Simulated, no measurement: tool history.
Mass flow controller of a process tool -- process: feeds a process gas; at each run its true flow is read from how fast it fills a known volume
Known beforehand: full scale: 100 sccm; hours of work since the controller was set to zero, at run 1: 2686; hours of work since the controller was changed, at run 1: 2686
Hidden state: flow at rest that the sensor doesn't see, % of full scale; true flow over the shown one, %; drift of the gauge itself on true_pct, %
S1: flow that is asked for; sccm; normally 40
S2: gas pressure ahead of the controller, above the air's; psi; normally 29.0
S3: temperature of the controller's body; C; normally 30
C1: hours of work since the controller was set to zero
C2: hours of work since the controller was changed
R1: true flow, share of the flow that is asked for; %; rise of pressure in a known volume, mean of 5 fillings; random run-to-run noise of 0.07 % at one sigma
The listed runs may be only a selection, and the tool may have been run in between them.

{"run": 1, "hour": 0.0, "S1": 40, "S2": 29.0, "S3": 30, "C1": 2686, "C2": 2686, "R1": 97.46}
{"run": 2, "hour": 253.0, "S1": 40, "S2": 29.0, "S3": 30, "C1": 2770, "C2": 2770, "R1": 97.56}
{"run": 3, "hour": 498.2, "S1": 60, "S2": 29.0, "S3": 30, "C1": 2851, "C2": 2851, "R1": 98.38}
{"run": 4, "hour": 723.7, "S1": 40, "S2": 29.0, "S3": 30, "C1": 2926, "C2": 2926, "R1": 97.4}
{"hour": 757.7, "done": "controller's zero set anew"}
{"run": 5, "hour": 1001.5, "S1": 40, "S2": 29.0, "S3": 30, "C1": 81, "C2": 3018, "R1": 96.93}
{"run": 6, "hour": 1354.3, "S1": 40, "S2": 23.6, "S3": 30, "C1": 198, "C2": 3136, "R1": 96.94}
{"run": 7, "hour": 1515.8, "S1": 47, "S2": 38.9, "S3": 30, "C1": 252, "C2": 3190, "R1": 96.94}
{"run": 8, "hour": 1808.6, "S1": 47, "S2": 38.9, "S3": 30, "C1": 350, "C2": 3287, "R1": 96.82}
{"run": 9, "hour": 2044.6, "S1": 46, "S2": 24.8, "S3": 32, "C1": 428, "C2": 3365, "R1": 97.37}
{"run": 10, "hour": 2382.6, "S1": 46, "S2": 24.8, "S3": 32, "C1": 540, "C2": 3478, "R1": 97.37}

Pick out some run-to-run changes in R1. Of each, how much would a tool without hidden state show as well, from the settings, what came in and chance, and how much is left for the hidden state and any gauge scatter not in both results compared?
Run 3 -> 4: S1 60 -> 40. R1 -0.98 %: hidden state -0.28, all else -0.70.
Run 4 -> 5: controller's zero set anew. R1 -0.47 %: hidden state -0.54, all else +0.07.
